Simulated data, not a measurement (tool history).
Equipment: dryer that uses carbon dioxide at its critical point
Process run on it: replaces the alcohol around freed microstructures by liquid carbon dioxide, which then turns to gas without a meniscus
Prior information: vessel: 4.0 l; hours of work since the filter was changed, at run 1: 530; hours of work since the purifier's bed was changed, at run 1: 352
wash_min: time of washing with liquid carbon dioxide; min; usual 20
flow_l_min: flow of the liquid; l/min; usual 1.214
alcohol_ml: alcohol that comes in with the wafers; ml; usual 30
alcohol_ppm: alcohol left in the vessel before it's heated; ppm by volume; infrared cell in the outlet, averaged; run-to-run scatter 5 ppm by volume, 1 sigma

run     day  wash_min  flow_l_min  alcohol_ml  hours of work since the filter was changed  hours of work since the purifier's bed was changed  alcohol_ppm
  1       0        20       1.214          30                                         530                                                 352           65
  2   1.479        20       1.214          30                                         541                                                 364           53
      1.917  -- inlet filter changed
  3   3.925        20       1.214          30                                          16                                                 383           48
  4   6.312        20       1.214          30                                          35                                                 402           47
  5    7.45        20       1.214          30                                          44                                                 411           52
  6   8.967        20       1.214          30                                          55                                                 423           47
  7  10.858        20        1.09         106                                          70                                                 438          175
  8  13.312        29        1.09         106                                          90                                                 457           42
  9  15.358        29        1.09         106                                         106                                                 473           47
 10    17.4        31        1.02          79                                         122                                                 489           41
 11  19.417        30        0.73          73                                         138                                                 505          134
 12  21.121        19        1.42          30                                         151                                                 518           47

Branching from run 12: 5 alternative next runs. What would each branch give?
  A  22.812        31        1.72          27                                         164                                                 532            ?
  B  22.812        17       1.214          30                                         164                                                 532            ?
  C  22.812        20        0.79         100                                         164                                                 532            ?
  D  22.812        20        1.05          30                                         164                                                 532            ?
  E  22.812        20        1.14          30                                         164                                                 532            ?

run  alcohol_ppm
  A           35
  B           86
  C          607
  D           90
  E           66
The same runs, with their run-to-run variation unchanged, on a tool lacking any hidden condition would have given:
run  alcohol_ppm
  A            7
  B           49
  C          513
  D           51
  E           31
